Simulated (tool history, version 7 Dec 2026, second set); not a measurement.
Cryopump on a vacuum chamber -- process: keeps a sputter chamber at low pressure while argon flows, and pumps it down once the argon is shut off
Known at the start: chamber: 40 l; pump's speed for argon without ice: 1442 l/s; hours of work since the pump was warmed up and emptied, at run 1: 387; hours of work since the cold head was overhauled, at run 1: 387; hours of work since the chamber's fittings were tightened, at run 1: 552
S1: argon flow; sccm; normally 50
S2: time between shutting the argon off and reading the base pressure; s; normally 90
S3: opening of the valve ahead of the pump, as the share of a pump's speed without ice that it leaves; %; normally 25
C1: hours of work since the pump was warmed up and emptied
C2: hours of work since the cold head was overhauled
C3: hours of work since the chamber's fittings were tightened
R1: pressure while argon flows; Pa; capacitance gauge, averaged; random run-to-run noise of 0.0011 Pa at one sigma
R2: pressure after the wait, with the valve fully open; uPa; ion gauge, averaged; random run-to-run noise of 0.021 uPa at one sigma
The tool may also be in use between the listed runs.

run  hour  S1   S2  S3   C1   C2   C3      R1    R2
  1     0  50   90  25  387  387  552  0.2416  0.98
  2    15  50   90  25  399  399  565  0.2419  0.97
  3  32.2  50   90  25  414  414  579  0.2422  1.03
  4  48.7  50   90  25  427  427  593  0.2441  0.97
  5  63.7  50  128  25  440  440  605  0.2439  0.94
  6  76.3  50   90  25  450  450  616  0.2456  1.08
  7    94  37   90  25  465  465  631  0.1834  1.05

What does the tool deliver on the next run?
  8  106.6  37  90  25  476  476  641   ?   ?

R1: 0.1814 Pa
R2: 1.03 uPa
The same run, on a tool lacking any hidden state, would have yielded R1 0.1739 Pa, R2 0.45 uPa.

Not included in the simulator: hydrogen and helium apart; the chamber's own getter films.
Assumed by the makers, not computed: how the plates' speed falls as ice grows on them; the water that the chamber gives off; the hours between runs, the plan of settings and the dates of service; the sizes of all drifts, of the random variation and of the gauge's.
